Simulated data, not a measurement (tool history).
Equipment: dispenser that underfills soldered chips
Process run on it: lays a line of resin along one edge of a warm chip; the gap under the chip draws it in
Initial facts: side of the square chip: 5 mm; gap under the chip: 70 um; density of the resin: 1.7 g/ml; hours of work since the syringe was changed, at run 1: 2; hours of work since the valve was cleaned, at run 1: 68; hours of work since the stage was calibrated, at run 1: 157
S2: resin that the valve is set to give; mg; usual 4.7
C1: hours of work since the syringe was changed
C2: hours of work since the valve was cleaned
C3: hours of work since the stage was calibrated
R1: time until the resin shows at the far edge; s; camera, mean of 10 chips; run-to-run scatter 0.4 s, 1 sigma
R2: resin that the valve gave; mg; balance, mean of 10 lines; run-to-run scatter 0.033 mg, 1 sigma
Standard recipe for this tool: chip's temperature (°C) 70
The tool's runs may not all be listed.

Run 1, hour 0: usual settings; C1 2; C2 68; C3 157. Result: R1 29.8 s, R2 4.47 mg.
At hour 6.5: new syringe of resin.
Run 2, hour 7: usual settings; C1 0; C2 74; C3 162. Result: R1 29.1 s, R2 4.51 mg.
Run 3, hour 10.6: usual settings; C1 3; C2 77; C3 165. Result: R1 32.1 s, R2 4.46 mg.
At hour 15.1: new syringe of resin.
Run 4, hour 19.4: usual settings; C1 3; C2 83; C3 172. Result: R1 32.8 s, R2 4.47 mg.
At hour 23.9: new syringe of resin.
Run 5, hour 24.7: usual settings but S2 4.32 mg; C1 1; C2 87; C3 176. Result: R1 29.8 s, R2 4.02 mg.
Run 6, hour 32.1: usual settings but S2 4.32 mg; C1 6; C2 93; C3 181. Result: R1 38.4 s, R2 4.08 mg.
At hour 33.1: new syringe of resin.
Run 7, hour 40.5: usual settings but chip's temperature (°C) 85, S2 4.32 mg; C1 6; C2 99; C3 188. Result: R1 17.2 s, R2 4.03 mg.
At hour 41.7: new syringe of resin.
Run 8, hour 45.7: usual settings but chip's temperature (°C) 85, S2 4.32 mg; C1 3; C2 103; C3 192. Result: R1 14.8 s, R2 4.09 mg.
At hour 50.5: new syringe of resin.
Run 9, hour 54.4: usual settings but chip's temperature (°C) 62, S2 5.36 mg; C1 3; C2 110; C3 198. Result: R1 49.7 s, R2 4.95 mg.
At hour 59.3: new syringe of resin.
Run 10, hour 59.6: usual settings but chip's temperature (°C) 62, S2 5.36 mg; C1 0; C2 114; C3 202. Result: R1 43.3 s, R2 4.96 mg.
Run 11, hour 65.7: usual settings but chip's temperature (°C) 62, S2 5.36 mg; C1 5; C2 119; C3 207. Result: R1 54.2 s, R2 4.92 mg.
At hour 68.1: new syringe of resin.
At hour 71: dispensing valve cleaned and set on the balance.
Run 12, hour 71.3: usual settings but chip's temperature (°C) 69, S2 5.99 mg; C1 2; C2 0; C3 210. Result: R1 30.8 s, R2 6.07 mg.

A few steps of R1 between consecutive runs. Split each: what settings, incoming material and random variation would produce without the hidden state, and what is left over for the hidden state, along with gauge scatter present in only one of the two compared results (measured, and without hidden state):
The tool's hidden condition here consists of: resin's viscosity, % of fresh resin's; dose that the valve gives, % of what is set; true chip temperature over the reading, C; drift of the gauge itself on fill_s, %; drift of the gauge itself on given_mg, %.
Run 8 -> 9: chip's temperature (°C) 85 -> 62, S2 4.32 -> 5.36, new syringe of resin. R1 +34.9 s: hidden state +6.6, all else +28.3.
Run 10 -> 11: nothing adjusted, nothing logged. R1 +10.9 s: hidden state +10, all else +0.9.
